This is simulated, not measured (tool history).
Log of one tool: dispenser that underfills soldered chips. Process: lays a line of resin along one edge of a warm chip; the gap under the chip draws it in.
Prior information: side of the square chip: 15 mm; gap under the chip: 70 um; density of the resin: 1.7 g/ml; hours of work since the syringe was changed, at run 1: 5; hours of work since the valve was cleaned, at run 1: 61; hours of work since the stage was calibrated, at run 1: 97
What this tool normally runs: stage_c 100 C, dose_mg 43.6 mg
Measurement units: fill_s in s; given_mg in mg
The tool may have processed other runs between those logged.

run   hour  stage_c  dose_mg  hours of work since the syringe was changed  hours of work since the valve was cleaned  hours of work since the stage was calibrated  fill_s  given_mg
  1    0.0      100     43.6                                            5                                         61                                            97   126.7     41.52
       4.4  -- new syringe of resin
  2    6.6      100     53.8                                            2                                         66                                           102   107.5     51.10
  3   10.1      100     53.8                                            4                                         69                                           104   121.0     50.63
  4   14.4      100     53.8                                            8                                         72                                           108   139.5     50.86
      15.3  -- new syringe of resin
  5   18.9      100     53.8                                            3                                         76                                           111   110.0     50.26
  6   24.6      100     53.8                                            7                                         80                                           116   132.6     50.58
      26.3  -- new syringe of resin
  7   31.7      100     53.8                                            4                                         86                                           121   116.6     50.24
      37.1  -- new syringe of resin
  8   38.7      100     53.8                                            1                                         91                                           126   104.3     49.94
  9   43.7      100     43.6                                            5                                         95                                           130   124.4     40.28
 10   47.6      100     43.6                                            8                                         98                                           133   141.5     40.17
      48.3  -- new syringe of resin
 11   54.5      100     42.0                                            5                                        103                                           139   126.6     38.80
      59.5  -- new syringe of resin
 12   61.4      100     52.5                                            2                                        109                                           144   108.7     47.73
 13   68.3      100     52.5                                            7                                        114                                           149   135.4     48.04
      70.7  -- new syringe of resin
 14   72.1      114     43.6                                            1                                        117                                           152    68.8     39.63
 15   76.8      114     43.6                                            5                                        120                                           156    79.8     39.39
      81.9  -- new syringe of resin
 16   83.6      106     43.6                                            1                                        126                                           161    88.2     39.15
 17   89.1      113     50.7                                            6                                        130                                           165    81.7     45.76
      91.7  -- dispensing valve cleaned and set on the balance
      93.7  -- new syringe of resin
 18   96.5      113     50.7                                            2                                          4                                           170    73.3     50.27
 19  102.4      113     50.7                                            7                                          8                                           175    89.0     49.94
     104.9  -- new syringe of resin
 20  106.5      103     55.4                                            1                                         11                                           178    94.7     55.06
 21  112.0      110     40.0                                            6                                         16                                           182    94.3     39.77
 22  115.0       98     53.6                                            8                                         18                                           184   148.8     52.75

Run 23 comes next. What will it give?
     116.2  -- new syringe of resin
 23  118.2      114     43.2                                            2                                         20                                           187       ?         ?

fill_s: 68.7 s
given_mg: 42.57 mg
Were there no unlogged condition in the tool, this run, its random variation unchanged, would have produced fill_s 62.4 s, given_mg 43.27 mg.
